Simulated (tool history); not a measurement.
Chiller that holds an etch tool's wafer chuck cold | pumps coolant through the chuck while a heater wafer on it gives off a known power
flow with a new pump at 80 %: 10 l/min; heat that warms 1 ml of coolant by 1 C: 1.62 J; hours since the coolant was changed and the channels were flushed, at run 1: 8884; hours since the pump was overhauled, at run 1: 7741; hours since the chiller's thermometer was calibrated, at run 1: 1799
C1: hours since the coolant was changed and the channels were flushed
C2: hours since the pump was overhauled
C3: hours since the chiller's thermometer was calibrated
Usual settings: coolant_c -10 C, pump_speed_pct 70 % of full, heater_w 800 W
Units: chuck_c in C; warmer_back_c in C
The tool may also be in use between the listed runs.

run 1 hour=0.0 | coolant_c=-10 pump_speed_pct=70 heater_w=800 | C1=8884 C2=7741 C3=1799 | chuck_c=-2.5 warmer_back_c=3.66
run 2 hour=161.3 | coolant_c=-10 pump_speed_pct=86 heater_w=800 | C1=9045 C2=7902 C3=1960 | chuck_c=-3.1 warmer_back_c=2.91
run 3 hour=283.0 | coolant_c=-10 pump_speed_pct=86 heater_w=800 | C1=9167 C2=8024 C3=2082 | chuck_c=-3.3 warmer_back_c=2.91
run 4 hour=402.6 | coolant_c=-10 pump_speed_pct=86 heater_w=800 | C1=9286 C2=8144 C3=2201 | chuck_c=-3.0 warmer_back_c=2.89
run 5 hour=550.3 | coolant_c=-10 pump_speed_pct=86 heater_w=800 | C1=9434 C2=8291 C3=2349 | chuck_c=-3.6 warmer_back_c=2.90
run 6 hour=758.8 | coolant_c=-10 pump_speed_pct=70 heater_w=800 | C1=9643 C2=8500 C3=2557 | chuck_c=-2.2 warmer_back_c=3.64
run 7 hour=918.5 | coolant_c=-10 pump_speed_pct=70 heater_w=800 | C1=9802 C2=8660 C3=2717 | chuck_c=-2.3 warmer_back_c=3.67
run 8 hour=1073.0 | coolant_c=-10 pump_speed_pct=70 heater_w=1012 | C1=9957 C2=8814 C3=2872 | chuck_c=-0.3 warmer_back_c=4.61
run 9 hour=1281.4 | coolant_c=-3 pump_speed_pct=70 heater_w=800 | C1=10165 C2=9023 C3=3080 | chuck_c=4.9 warmer_back_c=3.67
run 10 hour=1413.0 | coolant_c=-10 pump_speed_pct=70 heater_w=800 | C1=10297 C2=9154 C3=3212 | chuck_c=-2.1 warmer_back_c=3.66
run 11 hour=1566.8 | coolant_c=-10 pump_speed_pct=70 heater_w=549 | C1=10451 C2=9308 C3=3365 | chuck_c=-4.6 warmer_back_c=2.54
-- hour=1667.1 coolant changed, channels flushed
run 12 hour=1703.6 | coolant_c=-10 pump_speed_pct=63 heater_w=549 | C1=37 C2=9439 C3=3496 | chuck_c=-4.9 warmer_back_c=2.82
run 13 hour=1796.6 | coolant_c=-10 pump_speed_pct=70 heater_w=1025 | C1=129 C2=9532 C3=3589 | chuck_c=-1.1 warmer_back_c=4.70
-- hour=1814.9 coolant pump overhauled
run 14 hour=1928.7 | coolant_c=-10 pump_speed_pct=70 heater_w=1025 | C1=257 C2=114 C3=3716 | chuck_c=-0.9 warmer_back_c=4.94
run 15 hour=2020.6 | coolant_c=-15 pump_speed_pct=70 heater_w=800 | C1=349 C2=206 C3=3808 | chuck_c=-7.8 warmer_back_c=3.86
run 16 hour=2128.0 | coolant_c=-15 pump_speed_pct=67 heater_w=800 | C1=456 C2=313 C3=3916 | chuck_c=-7.7 warmer_back_c=4.04
run 17 hour=2243.3 | coolant_c=-15 pump_speed_pct=67 heater_w=800 | C1=571 C2=428 C3=4031 | chuck_c=-7.7 warmer_back_c=4.05
run 18 hour=2401.9 | coolant_c=-20 pump_speed_pct=99 heater_w=800 | C1=730 C2=587 C3=4190 | chuck_c=-14.3 warmer_back_c=2.65
-- hour=2512.3 coolant pump overhauled, once more
run 19 hour=2608.8 | coolant_c=-10 pump_speed_pct=70 heater_w=800 | C1=932 C2=97 C3=4391 | chuck_c=-3.3 warmer_back_c=3.39
run 20 hour=2777.3 | coolant_c=-9 pump_speed_pct=94 heater_w=496 | C1=1100 C2=265 C3=4560 | chuck_c=-5.6 warmer_back_c=1.52
run 21 hour=2904.8 | coolant_c=-9 pump_speed_pct=100 heater_w=611 | C1=1228 C2=393 C3=4687 | chuck_c=-4.8 warmer_back_c=1.77
run 22 hour=3054.3 | coolant_c=-7 pump_speed_pct=73 heater_w=737 | C1=1377 C2=542 C3=4837 | chuck_c=-1.1 warmer_back_c=3.05
run 23 hour=3226.0 | coolant_c=-7 pump_speed_pct=63 heater_w=416 | C1=1549 C2=714 C3=5009 | chuck_c=-3.4 warmer_back_c=2.04
run 24 hour=3347.0 | coolant_c=-10 pump_speed_pct=77 heater_w=402 | C1=1670 C2=835 C3=5130 | chuck_c=-6.7 warmer_back_c=1.55
run 25 hour=3527.0 | coolant_c=-17 pump_speed_pct=82 heater_w=1104 | C1=1850 C2=1015 C3=5310 | chuck_c=-8.7 warmer_back_c=3.97
run 26 hour=3653.1 | coolant_c=-10 pump_speed_pct=76 heater_w=1017 | C1=1976 C2=1141 C3=5436 | chuck_c=-1.7 warmer_back_c=3.99
run 27 hour=3794.8 | coolant_c=-10 pump_speed_pct=89 heater_w=1017 | C1=2118 C2=1282 C3=5577 | chuck_c=-2.7 warmer_back_c=3.38
run 28 hour=3993.9 | coolant_c=-20 pump_speed_pct=70 heater_w=1025 | C1=2317 C2=1482 C3=5777 | chuck_c=-11.0 warmer_back_c=4.45
-- hour=4080.4 chiller's thermometer calibrated
run 29 hour=4091.3 | coolant_c=-7 pump_speed_pct=97 heater_w=800 | C1=2413 C2=1578 C3=11 | chuck_c=-1.6 warmer_back_c=2.40
run 30 hour=4187.5 | coolant_c=-18 pump_speed_pct=77 heater_w=561 | C1=2509 C2=1674 C3=107 | chuck_c=-13.7 warmer_back_c=2.18
run 31 hour=4278.7 | coolant_c=-18 pump_speed_pct=77 heater_w=561 | C1=2601 C2=1765 C3=198 | chuck_c=-13.6 warmer_back_c=2.19

Forecast each of these 4 alternatives for the next run:
run A hour=4480.0 | coolant_c=-10 pump_speed_pct=72 heater_w=800 | C1=2802 C2=1967 C3=400 | chuck_c=? warmer_back_c=?
run B hour=4480.0 | coolant_c=-10 pump_speed_pct=64 heater_w=800 | C1=2802 C2=1967 C3=400 | chuck_c=? warmer_back_c=?
run C hour=4480.0 | coolant_c=-1 pump_speed_pct=70 heater_w=800 | C1=2802 C2=1967 C3=400 | chuck_c=? warmer_back_c=?
run D hour=4480.0 | coolant_c=-7 pump_speed_pct=71 heater_w=994 | C1=2802 C2=1967 C3=400 | chuck_c=? warmer_back_c=?

run=A chuck_c=-3.4 warmer_back_c=3.44
run=B chuck_c=-2.8 warmer_back_c=3.82
run=C chuck_c=5.8 warmer_back_c=3.49
run=D chuck_c=1.4 warmer_back_c=4.26
Without the tool's hidden state the same runs would have given:
run=A chuck_c=-3.7 warmer_back_c=3.40
run=B chuck_c=-3.1 warmer_back_c=3.77
run=C chuck_c=5.5 warmer_back_c=3.45
run=D chuck_c=1.0 warmer_back_c=4.21

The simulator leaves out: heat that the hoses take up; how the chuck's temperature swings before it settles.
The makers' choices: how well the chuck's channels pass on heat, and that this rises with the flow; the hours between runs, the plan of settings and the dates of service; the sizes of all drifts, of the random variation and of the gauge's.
